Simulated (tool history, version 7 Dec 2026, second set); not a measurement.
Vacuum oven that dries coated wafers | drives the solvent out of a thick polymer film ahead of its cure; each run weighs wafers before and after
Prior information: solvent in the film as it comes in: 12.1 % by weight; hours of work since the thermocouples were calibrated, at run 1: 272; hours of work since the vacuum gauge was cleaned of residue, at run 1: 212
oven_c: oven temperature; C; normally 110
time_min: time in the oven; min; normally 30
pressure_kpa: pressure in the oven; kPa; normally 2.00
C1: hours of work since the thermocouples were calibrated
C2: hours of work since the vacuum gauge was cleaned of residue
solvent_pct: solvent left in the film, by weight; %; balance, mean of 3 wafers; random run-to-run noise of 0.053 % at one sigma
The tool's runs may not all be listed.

Run 1, day 0.000: usual settings; C1 272; C2 212. Result: solvent_pct 1.84 %.
Run 2, day 0.704: usual settings; C1 282; C2 222. Result: solvent_pct 1.90 %.
Run 3, day 1.596: usual settings but oven_c 105 C; C1 294; C2 235. Result: solvent_pct 2.68 %.
Run 4, day 2.450: usual settings; C1 306; C2 247. Result: solvent_pct 1.87 %.
Run 5, day 2.904: usual settings; C1 313; C2 253. Result: solvent_pct 1.86 %.
Run 6, day 3.558: usual settings; C1 322; C2 262. Result: solvent_pct 1.91 %.
Run 7, day 4.112: usual settings; C1 330; C2 270. Result: solvent_pct 1.89 %.
Run 8, day 5.112: usual settings; C1 344; C2 284. Result: solvent_pct 1.91 %.
Run 9, day 5.825: usual settings but oven_c 112 C; C1 354; C2 294. Result: solvent_pct 1.58 %.
Run 10, day 6.562: usual settings but oven_c 112 C; C1 364; C2 304. Result: solvent_pct 1.51 %.
Run 11, day 7.196: usual settings but oven_c 113 C; C1 373; C2 313. Result: solvent_pct 1.48 %.
Run 12, day 8.125: usual settings but oven_c 113 C, time_min 50 min; C1 386; C2 326. Result: solvent_pct 0.82 %.
Run 13, day 8.754: usual settings but oven_c 113 C, time_min 50 min; C1 395; C2 335. Result: solvent_pct 0.80 %.
Run 14, day 9.179: usual settings but oven_c 113 C, time_min 50 min; C1 401; C2 341. Result: solvent_pct 0.76 %.
Run 15, day 9.796: usual settings but oven_c 113 C, time_min 50 min; C1 409; C2 350. Result: solvent_pct 0.70 %.
Run 16, day 10.771: usual settings but pressure_kpa 4.26 kPa; C1 423; C2 363. Result: solvent_pct 2.53 %.
Run 17, day 11.525: usual settings but pressure_kpa 4.26 kPa; C1 434; C2 374. Result: solvent_pct 2.46 %.
Run 18, day 12.096: usual settings but pressure_kpa 4.26 kPa; C1 442; C2 382. Result: solvent_pct 2.55 %.
Run 19, day 12.879: usual settings but pressure_kpa 4.26 kPa; C1 453; C2 393. Result: solvent_pct 2.50 %.
Run 20, day 13.562: usual settings but pressure_kpa 4.26 kPa; C1 462; C2 403. Result: solvent_pct 2.61 %.
Run 21, day 14.496: usual settings but pressure_kpa 4.37 kPa; C1 475; C2 416. Result: solvent_pct 2.55 %.
Run 22, day 14.992: usual settings but pressure_kpa 4.37 kPa; C1 482; C2 423. Result: solvent_pct 2.56 %.
Run 23, day 15.488: usual settings; C1 489; C2 430. Result: solvent_pct 1.87 %.
Run 24, day 16.204: usual settings; C1 499; C2 440. Result: solvent_pct 1.86 %.
Run 25, day 16.925: usual settings but oven_c 105 C, time_min 21 min, pressure_kpa 5.75 kPa; C1 509; C2 450. Result: solvent_pct 5.00 %.
Run 26, day 17.938: usual settings but oven_c 105 C, time_min 21 min, pressure_kpa 5.75 kPa; C1 524; C2 464. Result: solvent_pct 4.93 %.
Run 27, day 18.954: usual settings but oven_c 105 C, time_min 52 min, pressure_kpa 4.53 kPa; C1 538; C2 478. Result: solvent_pct 2.39 %.
Run 28, day 19.429: usual settings but oven_c 105 C, time_min 52 min, pressure_kpa 4.53 kPa; C1 545; C2 485. Result: solvent_pct 2.39 %.
Run 29, day 20.050: usual settings but oven_c 120 C, time_min 24 min, pressure_kpa 1.18 kPa; C1 553; C2 494. Result: solvent_pct 0.77 %.
Run 30, day 20.742: usual settings but time_min 20 min, pressure_kpa 2.28 kPa; C1 563; C2 503. Result: solvent_pct 3.22 %.
Run 31, day 21.154: usual settings but oven_c 114 C, time_min 19 min, pressure_kpa 3.31 kPa; C1 569; C2 509. Result: solvent_pct 2.79 %.
Run 32, day 21.700: usual settings but oven_c 114 C, time_min 19 min, pressure_kpa 3.31 kPa; C1 576; C2 517. Result: solvent_pct 2.69 %.
Run 33, day 22.621: usual settings but oven_c 114 C, time_min 19 min, pressure_kpa 3.31 kPa; C1 589; C2 530. Result: solvent_pct 2.73 %.
Run 34, day 23.462: usual settings but oven_c 111 C, time_min 23 min; C1 601; C2 541. Result: solvent_pct 2.41 %.
Run 35, day 24.025: usual settings but oven_c 101 C, time_min 16 min; C1 609; C2 549. Result: solvent_pct 5.76 %.
At day 24.808: oven's thermocouples calibrated.
Run 36, day 24.817: usual settings but oven_c 104 C, time_min 45 min, pressure_kpa 6.59 kPa; C1 0; C2 559. Result: solvent_pct 3.66 %.
Run 37, day 25.625: usual settings but oven_c 104 C, time_min 45 min, pressure_kpa 6.59 kPa; C1 11; C2 571. Result: solvent_pct 3.64 %.
Run 38, day 26.054: usual settings but oven_c 113 C, time_min 54 min, pressure_kpa 5.50 kPa; C1 17; C2 577. Result: solvent_pct 1.79 %.
Run 39, day 26.629: usual settings but oven_c 97 C, time_min 42 min, pressure_kpa 5.50 kPa; C1 26; C2 585. Result: solvent_pct 4.95 %.
Run 40, day 27.608: usual settings but oven_c 97 C, time_min 17 min, pressure_kpa 5.50 kPa; C1 39; C2 598. Result: solvent_pct 7.30 %.
Run 41, day 28.146: usual settings but oven_c 97 C, time_min 17 min, pressure_kpa 5.50 kPa; C1 47; C2 606. Result: solvent_pct 7.44 %.
Run 42, day 28.979: usual settings but oven_c 101 C; C1 59; C2 618. Result: solvent_pct 3.62 %.
Run 43, day 29.742: usual settings but oven_c 101 C; C1 69; C2 628. Result: solvent_pct 3.82 %.
Run 44, day 30.554: usual settings but oven_c 102 C, time_min 40 min, pressure_kpa 7.86 kPa; C1 81; C2 640. Result: solvent_pct 4.77 %.
Run 45, day 31.429: usual settings but oven_c 107 C, pressure_kpa 1.23 kPa; C1 93; C2 652. Result: solvent_pct 2.24 %.
Run 46, day 32.188: usual settings but oven_c 124 C; C1 103; C2 663. Result: solvent_pct 0.62 %.
Run 47, day 33.121: usual settings but oven_c 108 C, time_min 18 min, pressure_kpa 2.75 kPa; C1 117; C2 676. Result: solvent_pct 3.95 %.
Run 48, day 33.879: usual settings but time_min 34 min, pressure_kpa 2.06 kPa; C1 127; C2 686. Result: solvent_pct 1.71 %.

Alternative continuations, all from the tool just after run 48; predict every row:
Run A, day 34.867: usual settings but oven_c 124 C, time_min 34 min, pressure_kpa 4.97 kPa; C1 141; C2 700. Result: solvent_pct ?.
Run B, day 34.867: usual settings but oven_c 121 C, pressure_kpa 1.04 kPa; C1 141; C2 700. Result: solvent_pct ?.
Run C, day 34.867: usual settings but oven_c 106 C, time_min 18 min, pressure_kpa 1.72 kPa; C1 141; C2 700. Result: solvent_pct ?.

run  solvent_pct
  A         1.09
  B         0.53
  C         4.18
Without the tool's unlogged condition, the same runs would have read:
run  solvent_pct
  A         1.04
  B         0.47
  C         4.18

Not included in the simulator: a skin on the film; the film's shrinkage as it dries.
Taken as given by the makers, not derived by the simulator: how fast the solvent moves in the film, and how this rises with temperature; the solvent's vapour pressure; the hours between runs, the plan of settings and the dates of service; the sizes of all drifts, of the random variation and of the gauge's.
